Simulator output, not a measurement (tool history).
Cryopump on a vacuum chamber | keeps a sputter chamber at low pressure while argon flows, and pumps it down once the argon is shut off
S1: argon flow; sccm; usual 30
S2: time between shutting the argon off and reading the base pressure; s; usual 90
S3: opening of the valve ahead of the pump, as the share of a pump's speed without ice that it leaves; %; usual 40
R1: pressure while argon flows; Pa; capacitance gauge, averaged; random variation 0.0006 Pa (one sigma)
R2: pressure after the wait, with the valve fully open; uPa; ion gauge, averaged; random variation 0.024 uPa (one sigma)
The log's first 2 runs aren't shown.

run   hour  S1  S2  S3      R1    R2
  3   21.8  30  90  26  0.1334  1.12
  4     32  30  90  26  0.1327  1.19
  5   43.9  24  90  40  0.0695   1.2
  6   54.6  30  90  46  0.0769  1.21
  7   64.4  30  90  46  0.0771  1.15
  8   76.7  30  90  28  0.1246   1.2
  9   89.3  30  90  28  0.1241  1.18
 10     96  38  90  40  0.1111  1.25
 11  109.6  38  90  40  0.1125  1.15
 12  117.4  38  90  40  0.1119  1.25
 13    130  38  90  40  0.1133  1.16
 14  138.9  16  90  40  0.0479  1.17
 15  148.3  30  90  20  0.1746  1.19
 16  154.5  30  90  40  0.0896  1.19
 17    170  30  90  40  0.0902  1.17
 18  183.9  30  90  40  0.0897  1.18
 19  194.9  42  90  19   0.257  1.18
 20  207.5  42  90  19  0.2595  1.21

Forecast run 21:
 21  219.4  21  85  53   ?   ?

{"run 21": {"R1": 0.0475, "R2": 1.28}}
Without the tool's hidden state the same run would have given R1 0.0439 Pa, R2 0.99 uPa.
